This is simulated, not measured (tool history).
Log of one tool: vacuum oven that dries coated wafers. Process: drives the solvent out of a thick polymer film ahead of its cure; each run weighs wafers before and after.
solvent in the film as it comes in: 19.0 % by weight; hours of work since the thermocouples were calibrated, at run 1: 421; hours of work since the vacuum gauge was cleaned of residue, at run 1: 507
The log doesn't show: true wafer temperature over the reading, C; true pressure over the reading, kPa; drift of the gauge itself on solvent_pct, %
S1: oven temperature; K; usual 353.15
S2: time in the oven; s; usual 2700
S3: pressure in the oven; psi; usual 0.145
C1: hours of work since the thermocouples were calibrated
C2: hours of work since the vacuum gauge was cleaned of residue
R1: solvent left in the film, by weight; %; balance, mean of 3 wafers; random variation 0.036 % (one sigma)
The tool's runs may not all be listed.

Run 1, hour 0: usual settings; C1 421; C2 507. Result: R1 1.14 %.
Run 2, hour 70.9: usual settings but S2 1860 s; C1 464; C2 551. Result: R1 2.28 %.
Run 3, hour 158.6: usual settings but S3 0.328 psi; C1 518; C2 604. Result: R1 1.38 %.
Run 4, hour 237.7: usual settings but S3 0.328 psi; C1 567; C2 653. Result: R1 1.35 %.
Run 5, hour 327.8: usual settings but S3 0.328 psi; C1 622; C2 708. Result: R1 1.35 %.
Run 6, hour 369.3: usual settings but S3 0.328 psi; C1 647; C2 733. Result: R1 1.32 %.
Run 7, hour 440.6: usual settings but S2 1800 s; C1 691; C2 777. Result: R1 2.49 %.
Run 8, hour 482.2: usual settings but S2 1800 s, S3 0.393 psi; C1 716; C2 803. Result: R1 2.69 %.
Run 9, hour 555.6: usual settings but S2 3600 s, S3 0.393 psi; C1 761; C2 848. Result: R1 0.9 %.
Run 10, hour 626.3: usual settings; C1 805; C2 891. Result: R1 1.03 %.
Run 11, hour 686.2: usual settings; C1 841; C2 928. Result: R1 1.03 %.
Run 12, hour 766.7: usual settings but S2 1800 s; C1 891; C2 977. Result: R1 2.38 %.
Run 13, hour 836.9: usual settings but S2 1920 s; C1 934; C2 1020. Result: R1 2.09 %.
Run 14, hour 895.6: usual settings but S3 0.186 psi; C1 970; C2 1056. Result: R1 1.06 %.
Run 15, hour 960.5: usual settings but S3 0.186 psi; C1 1009; C2 1096. Result: R1 1.07 %.
Run 16, hour 1032: usual settings but S3 0.186 psi; C1 1053; C2 1139. Result: R1 1.08 %.
Run 17, hour 1075.2: usual settings but S3 0.186 psi; C1 1080; C2 1166. Result: R1 1.08 %.
Run 18, hour 1116.9: usual settings but S3 0.186 psi; C1 1105; C2 1191. Result: R1 1.05 %.
Run 19, hour 1165.2: usual settings but S3 0.186 psi; C1 1135; C2 1221. Result: R1 1.06 %.
Run 20, hour 1258.4: usual settings but S3 0.186 psi; C1 1192; C2 1278. Result: R1 1.05 %.
Run 21, hour 1320.2: usual settings but S3 0.186 psi; C1 1230; C2 1316. Result: R1 1.02 %.
Run 22, hour 1385.6: usual settings but S2 2100 s; C1 1270; C2 1356. Result: R1 1.66 %.
Run 23, hour 1431.5: usual settings but S2 2100 s; C1 1298; C2 1384. Result: R1 1.64 %.
Run 24, hour 1501.1: usual settings but S2 1860 s, S3 0.168 psi; C1 1340; C2 1427. Result: R1 2.08 %.
Run 25, hour 1552.8: usual settings but S1 349.15 K, S2 1440 s, S3 0.09 psi; C1 1372; C2 1458. Result: R1 4.46 %.
At hour 1624.5: vacuum gauge cleaned of residue and calibrated.
Run 26, hour 1630.1: usual settings but S1 361.15 K, S3 0.54 psi; C1 1418; C2 3. Result: R1 0.69 %.
Run 27, hour 1689.9: usual settings but S1 362.15 K, S2 1320 s; C1 1455; C2 40. Result: R1 1.35 %.
Run 28, hour 1779.7: usual settings but S1 362.15 K, S2 4740 s, S3 0.255 psi; C1 1510; C2 95. Result: R1 0.34 %.
At hour 1865.4: oven's thermocouples calibrated.
Run 29, hour 1874.9: usual settings but S1 362.15 K, S2 4740 s, S3 0.255 psi; C1 6; C2 152. Result: R1 0.3 %.
Run 30, hour 1957.9: usual settings but S1 354.15 K, S2 2280 s, S3 0.086 psi; C1 57; C2 203. Result: R1 1.47 %.
Run 31, hour 2014.2: usual settings but S1 357.15 K, S2 2340 s, S3 0.239 psi; C1 91; C2 237. Result: R1 1.12 %.
Run 32, hour 2075.7: usual settings but S1 359.15 K, S2 2340 s; C1 129; C2 275. Result: R1 0.76 %.
Run 33, hour 2165.2: usual settings but S1 366.15 K, S2 4680 s, S3 0.287 psi; C1 184; C2 330. Result: R1 0.33 %.
Run 34, hour 2257.9: usual settings but S1 348.15 K; C1 240; C2 387. Result: R1 2.29 %.
Run 35, hour 2315.6: usual settings but S1 339.15 K, S2 1920 s, S3 0.329 psi; C1 276; C2 422. Result: R1 7.41 %.
Run 36, hour 2378.3: usual settings but S1 367.15 K, S2 2520 s, S3 0.387 psi; C1 314; C2 460. Result: R1 0.42 %.
Run 37, hour 2435.2: usual settings but S1 364.15 K, S3 0.171 psi; C1 349; C2 495. Result: R1 0.26 %.
Run 38, hour 2511.8: usual settings but S1 349.15 K, S3 0.267 psi; C1 396; C2 542. Result: R1 2.21 %.
Run 39, hour 2577.9: usual settings but S3 0.477 psi; C1 436; C2 583. Result: R1 1.68 %.
Run 40, hour 2625: usual settings but S3 0.477 psi; C1 465; C2 611. Result: R1 1.66 %.
Run 41, hour 2713.3: usual settings but S2 1740 s, S3 0.21 psi; C1 519; C2 666. Result: R1 2.84 %.
Run 42, hour 2763.5: usual settings but S1 347.15 K, S2 3180 s; C1 550; C2 696. Result: R1 1.77 %.
Run 43, hour 2838.4: usual settings but S1 347.15 K, S2 4380 s, S3 0.081 psi; C1 596; C2 742. Result: R1 0.82 %.
Run 44, hour 2892.2: usual settings but S1 354.15 K, S2 2880 s; C1 629; C2 775. Result: R1 0.85 %.
Run 45, hour 2958.7: usual settings but S1 362.15 K, S2 2160 s; C1 670; C2 816. Result: R1 0.44 %.
Run 46, hour 3033.6: usual settings but S1 362.15 K, S2 2160 s; C1 715; C2 862. Result: R1 0.47 %.

Hidden state at the last listed run before each entry between runs and at the first one after, where it differs:
Between runs 25 and 26: vacuum gauge cleaned of residue and calibrated (hour 1624.5)
  true wafer temperature over the reading, C: 1.97 -> 2.03; true pressure over the reading, kPa: 0.177 -> -0.001
  measured less the result without the state, R1: -0.64 -> -0.13 %
Between runs 28 and 29: oven's thermocouples calibrated (hour 1865.4)
  true wafer temperature over the reading, C: 2.14 -> -0.1; true pressure over the reading, kPa: 0.01 -> 0.017
  measured less the result without the state, R1: -0.02 -> +0 %
